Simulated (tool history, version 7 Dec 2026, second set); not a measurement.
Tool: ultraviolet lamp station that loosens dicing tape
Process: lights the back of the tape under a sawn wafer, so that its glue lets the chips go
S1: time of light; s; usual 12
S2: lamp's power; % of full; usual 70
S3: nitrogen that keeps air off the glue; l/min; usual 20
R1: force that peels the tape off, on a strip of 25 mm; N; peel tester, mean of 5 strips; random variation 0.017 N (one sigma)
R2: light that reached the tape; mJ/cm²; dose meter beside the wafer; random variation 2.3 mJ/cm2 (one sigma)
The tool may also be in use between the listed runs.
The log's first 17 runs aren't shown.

Run 18, day 36.512: usual settings but S1 20 s, S2 74 % of full, S3 32 l/min. Result: R1 0.216 N, R2 310 mJ/cm².
Run 19, day 37.767: usual settings but S3 8 l/min. Result: R1 3.224 N, R2 171 mJ/cm².
Run 20, day 40.283: usual settings but S1 8 s. Result: R1 3.321 N, R2 116 mJ/cm².
Run 21, day 41.6: usual settings but S1 19 s, S2 67 % of full, S3 23 l/min. Result: R1 0.636 N, R2 244 mJ/cm².
Run 22, day 42.817: usual settings but S1 17 s, S2 83 % of full, S3 7 l/min. Result: R1 1.684 N, R2 268 mJ/cm².
At day 43.583: window cleaned of glue's vapour.
Run 23, day 44.942: usual settings but S1 15 s, S3 24 l/min. Result: R1 0.66 N, R2 235 mJ/cm².
Run 24, day 47.604: usual settings but S1 14 s, S2 82 % of full. Result: R1 0.683 N, R2 244 mJ/cm².
Run 25, day 49.933: usual settings but S1 9 s, S2 63 % of full, S3 12 l/min. Result: R1 4.042 N, R2 124 mJ/cm².
Run 26, day 51.542: usual settings but S1 8 s, S2 62 % of full, S3 9 l/min. Result: R1 5.19 N, R2 102 mJ/cm².
Run 27, day 54.112: usual settings but S1 8 s, S2 62 % of full, S3 9 l/min. Result: R1 5.321 N, R2 98 mJ/cm².
Run 28, day 57.096: usual settings but S1 11 s, S2 85 % of full, S3 14 l/min. Result: R1 2.074 N, R2 178 mJ/cm².
Run 29, day 59.388: usual settings but S3 14 l/min. Result: R1 2.584 N, R2 154 mJ/cm².
Run 30, day 61.85: usual settings but S3 14 l/min. Result: R1 2.726 N, R2 151 mJ/cm².
Run 31, day 64.225: usual settings but S2 74 % of full, S3 14 l/min. Result: R1 2.656 N, R2 150 mJ/cm².
At day 65.829: window cleaned of glue's vapour.
Run 32, day 65.829: usual settings but S1 18 s, S2 83 % of full, S3 23 l/min. Result: R1 0.341 N, R2 305 mJ/cm².

Forecast each of these 3 alternatives for the next run:
Run A, day 68.517: usual settings but S1 9 s, S2 83 % of full, S3 40 l/min. Result: R1 ?, R2 ?.
Run B, day 68.517: usual settings but S1 23 s, S2 83 % of full, S3 23 l/min. Result: R1 ?, R2 ?.
Run C, day 68.517: usual settings but S1 18 s, S2 83 % of full, S3 8 l/min. Result: R1 ?, R2 ?.

run     R1   R2
  A  1.359  147
  B  0.179  376
  C  1.215  293
Without the tool's hidden state the same runs would have given:
run     R1   R2
  A  0.558  211
  B  0.084  540
  C  0.481  422
